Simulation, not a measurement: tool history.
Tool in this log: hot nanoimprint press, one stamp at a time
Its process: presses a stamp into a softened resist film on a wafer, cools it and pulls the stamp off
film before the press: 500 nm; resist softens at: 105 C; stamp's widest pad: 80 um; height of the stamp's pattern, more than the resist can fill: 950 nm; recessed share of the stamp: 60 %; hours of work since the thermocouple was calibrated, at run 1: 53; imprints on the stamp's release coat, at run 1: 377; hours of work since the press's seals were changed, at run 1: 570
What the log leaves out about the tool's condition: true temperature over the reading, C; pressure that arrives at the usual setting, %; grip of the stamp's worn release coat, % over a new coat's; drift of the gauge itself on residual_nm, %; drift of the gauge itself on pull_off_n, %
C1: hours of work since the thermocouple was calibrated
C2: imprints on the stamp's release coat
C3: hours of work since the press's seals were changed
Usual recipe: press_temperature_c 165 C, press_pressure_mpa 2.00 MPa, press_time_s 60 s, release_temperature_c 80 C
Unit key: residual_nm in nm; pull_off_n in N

{"run": 1, "hour": 0.0, "press_temperature_c": 165, "press_pressure_mpa": 2.0, "press_time_s": 60, "release_temperature_c": 80, "C1": 53, "C2": 377, "C3": 570, "residual_nm": 285.7, "pull_off_n": 215}
{"run": 2, "hour": 28.9, "press_temperature_c": 165, "press_pressure_mpa": 2.0, "press_time_s": 95, "release_temperature_c": 80, "C1": 70, "C2": 456, "C3": 587, "residual_nm": 248.0, "pull_off_n": 227}
{"run": 3, "hour": 45.1, "press_temperature_c": 165, "press_pressure_mpa": 2.0, "press_time_s": 51, "release_temperature_c": 80, "C1": 80, "C2": 501, "C3": 597, "residual_nm": 296.1, "pull_off_n": 228}
{"hour": 56.2, "done": "stamp cleaned and given a new release coat"}
{"hour": 76.7, "done": "press's hydraulic seals changed and the load cell set to zero"}
{"run": 4, "hour": 77.7, "press_temperature_c": 165, "press_pressure_mpa": 2.0, "press_time_s": 51, "release_temperature_c": 80, "C1": 91, "C2": 37, "C3": 1, "residual_nm": 290.7, "pull_off_n": 193}
{"run": 5, "hour": 107.4, "press_temperature_c": 165, "press_pressure_mpa": 2.0, "press_time_s": 51, "release_temperature_c": 80, "C1": 108, "C2": 119, "C3": 18, "residual_nm": 290.5, "pull_off_n": 200}
{"hour": 112.9, "done": "plate thermocouple calibrated"}
{"run": 6, "hour": 142.7, "press_temperature_c": 165, "press_pressure_mpa": 2.0, "press_time_s": 60, "release_temperature_c": 80, "C1": 17, "C2": 207, "C3": 37, "residual_nm": 276.1, "pull_off_n": 202}
{"run": 7, "hour": 171.8, "press_temperature_c": 165, "press_pressure_mpa": 2.0, "press_time_s": 60, "release_temperature_c": 80, "C1": 34, "C2": 287, "C3": 54, "residual_nm": 276.9, "pull_off_n": 210}
{"run": 8, "hour": 197.3, "press_temperature_c": 165, "press_pressure_mpa": 2.0, "press_time_s": 60, "release_temperature_c": 80, "C1": 49, "C2": 357, "C3": 69, "residual_nm": 277.1, "pull_off_n": 212}
{"run": 9, "hour": 229.3, "press_temperature_c": 165, "press_pressure_mpa": 2.0, "press_time_s": 60, "release_temperature_c": 80, "C1": 68, "C2": 445, "C3": 88, "residual_nm": 277.0, "pull_off_n": 223}
{"hour": 261.7, "done": "stamp cleaned and given a new release coat"}
{"run": 10, "hour": 262.1, "press_temperature_c": 157, "press_pressure_mpa": 3.14, "press_time_s": 60, "release_temperature_c": 80, "C1": 84, "C2": 1, "C3": 103, "residual_nm": 271.7, "pull_off_n": 194}
{"hour": 290.4, "done": "plate thermocouple calibrated, once more"}
{"run": 11, "hour": 300.5, "press_temperature_c": 157, "press_pressure_mpa": 3.14, "press_time_s": 60, "release_temperature_c": 80, "C1": 6, "C2": 98, "C3": 124, "residual_nm": 273.4, "pull_off_n": 195}
{"run": 12, "hour": 317.4, "press_temperature_c": 155, "press_pressure_mpa": 2.3, "press_time_s": 109, "release_temperature_c": 72, "C1": 16, "C2": 144, "C3": 134, "residual_nm": 285.3, "pull_off_n": 227}
{"run": 13, "hour": 341.8, "press_temperature_c": 165, "press_pressure_mpa": 2.0, "press_time_s": 60, "release_temperature_c": 85, "C1": 30, "C2": 211, "C3": 148, "residual_nm": 277.6, "pull_off_n": 186}
{"run": 14, "hour": 375.9, "press_temperature_c": 154, "press_pressure_mpa": 2.0, "press_time_s": 60, "release_temperature_c": 86, "C1": 50, "C2": 305, "C3": 168, "residual_nm": 360.6, "pull_off_n": 183}
{"run": 15, "hour": 396.2, "press_temperature_c": 154, "press_pressure_mpa": 2.0, "press_time_s": 60, "release_temperature_c": 86, "C1": 62, "C2": 360, "C3": 180, "residual_nm": 360.3, "pull_off_n": 182}
{"run": 16, "hour": 429.5, "press_temperature_c": 165, "press_pressure_mpa": 1.76, "press_time_s": 60, "release_temperature_c": 87, "C1": 81, "C2": 451, "C3": 200, "residual_nm": 296.3, "pull_off_n": 194}

How the hidden state differs across the entries between the runs, from the last listed run before each to the first after it:
Logged between run 3 and run 4: stamp cleaned and given a new release coat (hour 56.2); press's hydraulic seals changed and the load cell set to zero (hour 76.7)
  true temperature over the reading, C: 0.14 -> 0.17; pressure that arrives at the usual setting, %: 95.93 -> 100.04; grip of the stamp's worn release coat, % over a new coat's: 21.2 -> 1.5
  difference, measured minus the result without the unlogged condition, residual_nm: +5.1 -> -1.3 nm; pull_off_n: +39 -> +2 N
Logged between run 5 and run 6: plate thermocouple calibrated (hour 112.9)
  true temperature over the reading, C: 0.22 -> 0.36; pressure that arrives at the usual setting, %: 99.93 -> 99.8; grip of the stamp's worn release coat, % over a new coat's: 4.9 -> 8.5
  difference, measured minus the result without the unlogged condition, residual_nm: -1.4 -> -2.2 nm; pull_off_n: +9 -> +14 N
Logged between run 9 and run 10: stamp cleaned and given a new release coat (hour 261.7)
  true temperature over the reading, C: 0.52 -> 0.57; pressure that arrives at the usual setting, %: 99.48 -> 99.39; grip of the stamp's worn release coat, % over a new coat's: 18.7 -> 0
  difference, measured minus the result without the unlogged condition, residual_nm: -2.9 -> -3.1 nm; pull_off_n: +33 -> -2 N
Logged between run 10 and run 11: plate thermocouple calibrated, once more (hour 290.4)
  true temperature over the reading, C: 0.57 -> 0.33; pressure that arrives at the usual setting, %: 99.39 -> 99.25; grip of the stamp's worn release coat, % over a new coat's: 0 -> 4
  difference, measured minus the result without the unlogged condition, residual_nm: -3.1 -> -0.9 nm; pull_off_n: -2 -> +6 N
